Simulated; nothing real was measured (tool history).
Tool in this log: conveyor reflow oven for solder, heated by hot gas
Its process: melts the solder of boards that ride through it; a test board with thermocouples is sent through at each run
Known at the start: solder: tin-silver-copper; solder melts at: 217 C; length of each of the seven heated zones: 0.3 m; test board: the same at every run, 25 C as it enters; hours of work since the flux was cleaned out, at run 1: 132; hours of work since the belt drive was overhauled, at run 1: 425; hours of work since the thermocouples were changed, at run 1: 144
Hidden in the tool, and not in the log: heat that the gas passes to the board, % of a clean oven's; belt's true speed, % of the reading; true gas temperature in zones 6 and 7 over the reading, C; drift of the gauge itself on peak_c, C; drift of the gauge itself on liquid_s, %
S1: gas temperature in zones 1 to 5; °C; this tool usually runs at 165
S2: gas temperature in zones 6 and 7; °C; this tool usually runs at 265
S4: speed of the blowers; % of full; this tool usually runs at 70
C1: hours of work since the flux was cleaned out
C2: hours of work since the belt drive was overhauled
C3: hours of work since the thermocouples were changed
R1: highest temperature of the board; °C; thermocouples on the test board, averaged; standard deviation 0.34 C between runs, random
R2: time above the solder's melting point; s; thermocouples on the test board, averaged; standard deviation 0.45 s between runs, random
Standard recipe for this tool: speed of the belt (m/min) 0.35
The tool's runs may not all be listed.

Run 1, hour 0: usual settings; C1 132; C2 425; C3 144. Result: R1 248.7 °C, R2 70 s.
Run 2, hour 15.1: usual settings but speed of the belt (m/min) 0.397; C1 139; C2 432; C3 151. Result: R1 244 °C, R2 54.5 s.
Run 3, hour 31.1: usual settings; C1 146; C2 439; C3 158. Result: R1 248.8 °C, R2 69.7 s.
Run 4, hour 45.7: usual settings but S2 253 °C; C1 153; C2 446; C3 165. Result: R1 237.1 °C, R2 56.5 s.
Run 5, hour 54.6: usual settings but S2 253 °C; C1 157; C2 450; C3 169. Result: R1 237.7 °C, R2 56.9 s.
Run 6, hour 70.2: usual settings but S2 253 °C; C1 164; C2 457; C3 176. Result: R1 237.4 °C, R2 56.6 s.
Run 7, hour 86.9: usual settings but S1 155 °C; C1 172; C2 465; C3 184. Result: R1 245.9 °C, R2 63.2 s.
Run 8, hour 100.9: usual settings but S1 169 °C, S2 262 °C, S4 86 % of full; C1 178; C2 471; C3 190. Result: R1 249 °C, R2 74.8 s.
Run 9, hour 111.5: usual settings but S1 168 °C; C1 183; C2 476; C3 195. Result: R1 248.1 °C, R2 71 s.
Run 10, hour 128.1: usual settings but S2 264 °C, speed of the belt (m/min) 0.379, S4 69 % of full; C1 190; C2 483; C3 202. Result: R1 244.3 °C, R2 58.8 s.
Run 11, hour 141.2: usual settings but S2 264 °C, speed of the belt (m/min) 0.379, S4 69 % of full; C1 197; C2 490; C3 209. Result: R1 244.2 °C, R2 58.1 s.
Run 12, hour 151.5: usual settings but S2 264 °C, speed of the belt (m/min) 0.379, S4 69 % of full; C1 201; C2 494; C3 213. Result: R1 243.8 °C, R2 58.1 s.
Run 13, hour 161: usual settings but S1 176 °C, S2 267 °C, speed of the belt (m/min) 0.391, S4 59 % of full; C1 206; C2 499; C3 218. Result: R1 244.6 °C, R2 60.5 s.
Run 14, hour 174.6: usual settings but S1 173 °C, S2 271 °C, speed of the belt (m/min) 0.418, S4 68 % of full; C1 212; C2 505; C3 224. Result: R1 247.1 °C, R2 57.6 s.

A few steps of R1 between consecutive runs. Split each: what settings, incoming material and random variation would produce without the hidden state, and what is left over for the hidden state, along with gauge scatter present in only one of the two compared results (measured, and without hidden state):
Run 3 -> 4: S2 265 -> 253. R1 -11.7 °C: hidden state +0, all else -11.7.
Run 13 -> 14: S1 176 -> 173, S2 267 -> 271, speed of the belt (m/min) 0.391 -> 0.418, S4 59 -> 68. R1 +2.5 °C: hidden state -0.5, all else +3.

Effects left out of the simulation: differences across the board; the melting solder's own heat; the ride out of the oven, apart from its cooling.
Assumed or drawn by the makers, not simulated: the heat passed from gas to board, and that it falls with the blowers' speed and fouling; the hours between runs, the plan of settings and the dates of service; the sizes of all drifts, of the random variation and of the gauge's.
